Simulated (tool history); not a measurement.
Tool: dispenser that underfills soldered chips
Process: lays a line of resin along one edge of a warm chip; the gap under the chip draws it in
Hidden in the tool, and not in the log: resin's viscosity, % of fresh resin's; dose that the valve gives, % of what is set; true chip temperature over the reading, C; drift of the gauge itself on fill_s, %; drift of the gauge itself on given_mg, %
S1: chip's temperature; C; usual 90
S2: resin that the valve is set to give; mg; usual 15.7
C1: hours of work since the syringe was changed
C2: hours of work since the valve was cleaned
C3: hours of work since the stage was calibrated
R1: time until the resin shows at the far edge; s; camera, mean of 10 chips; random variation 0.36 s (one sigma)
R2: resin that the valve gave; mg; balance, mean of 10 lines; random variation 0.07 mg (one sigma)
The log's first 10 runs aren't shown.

run 11 hour=41.5 | S1=90 S2=15.6 | C1=5 C2=10 C3=152 | R1=21.3 R2=15.36
run 12 hour=45.7 | S1=90 S2=15.6 | C1=9 C2=13 C3=155 | R1=24.3 R2=15.65
run 13 hour=49.5 | S1=90 S2=15.6 | C1=11 C2=16 C3=158 | R1=26.4 R2=15.43
-- hour=50.2 new syringe of resin
run 14 hour=53.1 | S1=90 S2=15.6 | C1=2 C2=19 C3=161 | R1=20.8 R2=15.35
run 15 hour=57.7 | S1=90 S2=15.6 | C1=6 C2=22 C3=164 | R1=22.7 R2=15.35
run 16 hour=61.0 | S1=90 S2=13.7 | C1=8 C2=25 C3=167 | R1=25.5 R2=13.52
run 17 hour=65.7 | S1=90 S2=15.8 | C1=12 C2=28 C3=170 | R1=28.2 R2=15.51
-- hour=66.4 new syringe of resin
run 18 hour=69.9 | S1=90 S2=15.7 | C1=3 C2=31 C3=173 | R1=20.2 R2=15.45
run 19 hour=73.1 | S1=94 S2=17.9 | C1=5 C2=33 C3=175 | R1=18.7 R2=17.64
run 20 hour=78.5 | S1=94 S2=17.9 | C1=9 C2=37 C3=180 | R1=21.7 R2=17.37
-- hour=82.6 new syringe of resin
run 21 hour=83.8 | S1=94 S2=17.9 | C1=1 C2=41 C3=183 | R1=16.2 R2=17.45
run 22 hour=87.7 | S1=80 S2=18.0 | C1=4 C2=44 C3=186 | R1=30.9 R2=17.49
run 23 hour=90.7 | S1=80 S2=18.0 | C1=6 C2=46 C3=188 | R1=33.1 R2=17.58
run 24 hour=93.7 | S1=99 S2=18.6 | C1=8 C2=49 C3=191 | R1=16.8 R2=17.95
run 25 hour=96.2 | S1=85 S2=18.6 | C1=10 C2=50 C3=193 | R1=31.5 R2=17.91
-- hour=98.6 new syringe of resin
run 26 hour=101.2 | S1=98 S2=16.5 | C1=2 C2=54 C3=196 | R1=15.0 R2=15.93
run 27 hour=106.4 | S1=83 S2=20.1 | C1=6 C2=58 C3=200 | R1=29.1 R2=19.27
run 28 hour=111.3 | S1=89 S2=17.3 | C1=9 C2=61 C3=204 | R1=25.0 R2=16.63
-- hour=114.5 new syringe of resin
run 29 hour=114.5 | S1=83 S2=15.5 | C1=0 C2=64 C3=206 | R1=24.5 R2=14.78
run 30 hour=117.2 | S1=86 S2=15.5 | C1=2 C2=66 C3=208 | R1=22.9 R2=14.74
run 31 hour=120.5 | S1=105 S2=15.4 | C1=4 C2=68 C3=210 | R1=11.9 R2=14.68
run 32 hour=124.7 | S1=77 S2=18.5 | C1=8 C2=71 C3=213 | R1=38.2 R2=17.52
run 33 hour=128.4 | S1=90 S2=15.8 | C1=10 C2=74 C3=216 | R1=25.9 R2=15.14
-- hour=130.6 new syringe of resin
run 34 hour=134.1 | S1=85 S2=14.9 | C1=3 C2=78 C3=220 | R1=24.8 R2=14.08
run 35 hour=138.2 | S1=85 S2=14.9 | C1=6 C2=81 C3=223 | R1=27.7 R2=14.05

Forecast each of these 3 alternatives for the next run:
run A hour=141.0 | S1=85 S2=20.1 | C1=8 C2=83 C3=225 | R1=? R2=?
run B hour=141.0 | S1=90 S2=17.2 | C1=8 C2=83 C3=225 | R1=? R2=?
run C hour=141.0 | S1=95 S2=14.6 | C1=8 C2=83 C3=225 | R1=? R2=?

run=A R1=28.0 R2=18.98
run=B R1=24.0 R2=16.22
run=C R1=19.9 R2=13.72
Without the tool's hidden state the same runs would have given:
run=A R1=22.6 R2=20.13
run=B R1=19.4 R2=17.20
run=C R1=15.8 R2=14.55

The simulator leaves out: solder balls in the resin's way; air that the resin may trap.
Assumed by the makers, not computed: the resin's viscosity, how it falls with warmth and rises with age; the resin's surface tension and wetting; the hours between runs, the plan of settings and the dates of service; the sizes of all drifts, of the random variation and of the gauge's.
